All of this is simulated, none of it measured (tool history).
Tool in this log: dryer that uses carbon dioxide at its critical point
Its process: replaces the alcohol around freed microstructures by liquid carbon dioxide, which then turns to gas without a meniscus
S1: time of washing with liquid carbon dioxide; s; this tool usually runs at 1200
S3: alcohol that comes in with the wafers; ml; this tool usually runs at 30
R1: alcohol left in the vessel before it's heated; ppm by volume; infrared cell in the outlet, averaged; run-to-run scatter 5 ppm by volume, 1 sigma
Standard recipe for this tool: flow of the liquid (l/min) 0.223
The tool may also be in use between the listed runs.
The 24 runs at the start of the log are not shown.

{"run": 25, "hour": 177.1, "S1": 1200, "flow of the liquid (l/min)": 0.223, "S3": 30, "R1": 150}
{"run": 26, "hour": 187.4, "S1": 1620, "flow of the liquid (l/min)": 0.223, "S3": 120, "R1": 102}
{"run": 27, "hour": 195.2, "S1": 1620, "flow of the liquid (l/min)": 0.223, "S3": 120, "R1": 102}
{"run": 28, "hour": 203.9, "S1": 840, "flow of the liquid (l/min)": 0.223, "S3": 24, "R1": 562}
{"run": 29, "hour": 213.9, "S1": 840, "flow of the liquid (l/min)": 0.223, "S3": 24, "R1": 577}
{"run": 30, "hour": 219.4, "S1": 1200, "flow of the liquid (l/min)": 0.139, "S3": 50, "R1": 1820}
{"run": 31, "hour": 225.8, "S1": 1620, "flow of the liquid (l/min)": 0.139, "S3": 50, "R1": 512}
{"run": 32, "hour": 235.0, "S1": 1920, "flow of the liquid (l/min)": 0.139, "S3": 48, "R1": 211}
{"run": 33, "hour": 242.8, "S1": 840, "flow of the liquid (l/min)": 0.139, "S3": 28, "R1": 3546}
{"run": 34, "hour": 248.8, "S1": 1860, "flow of the liquid (l/min)": 0.373, "S3": 74, "R1": 69}
{"run": 35, "hour": 254.4, "S1": 1200, "flow of the liquid (l/min)": 0.224, "S3": 30, "R1": 154}
{"run": 36, "hour": 264.7, "S1": 1200, "flow of the liquid (l/min)": 0.303, "S3": 116, "R1": 100}
{"run": 37, "hour": 269.1, "S1": 960, "flow of the liquid (l/min)": 0.303, "S3": 22, "R1": 105}
{"run": 38, "hour": 275.4, "S1": 960, "flow of the liquid (l/min)": 0.303, "S3": 22, "R1": 114}
{"run": 39, "hour": 280.8, "S1": 960, "flow of the liquid (l/min)": 0.251, "S3": 65, "R1": 474}
{"run": 40, "hour": 289.3, "S1": 1200, "flow of the liquid (l/min)": 0.256, "S3": 38, "R1": 106}
{"run": 41, "hour": 293.8, "S1": 1140, "flow of the liquid (l/min)": 0.223, "S3": 81, "R1": 446}
{"run": 42, "hour": 302.7, "S1": 1200, "flow of the liquid (l/min)": 0.178, "S3": 22, "R1": 330}
{"run": 43, "hour": 311.3, "S1": 1860, "flow of the liquid (l/min)": 0.279, "S3": 22, "R1": 74}
{"run": 44, "hour": 316.8, "S1": 1920, "flow of the liquid (l/min)": 0.296, "S3": 30, "R1": 69}

What if the next run were any one of these 3? Each begins from the tool's condition after run 44:
{"run": "A", "hour": 326.9, "S1": 1800, "flow of the liquid (l/min)": 0.193, "S3": 110, "R1": "?"}
{"run": "B", "hour": 326.9, "S1": 840, "flow of the liquid (l/min)": 0.351, "S3": 23, "R1": "?"}
{"run": "C", "hour": 326.9, "S1": 960, "flow of the liquid (l/min)": 0.141, "S3": 107, "R1": "?"}

run=A R1=125
run=B R1=109
run=C R1=8771
What these runs would have given with no unlogged condition in the tool:
run=A R1=15
run=B R1=14
run=C R1=5184
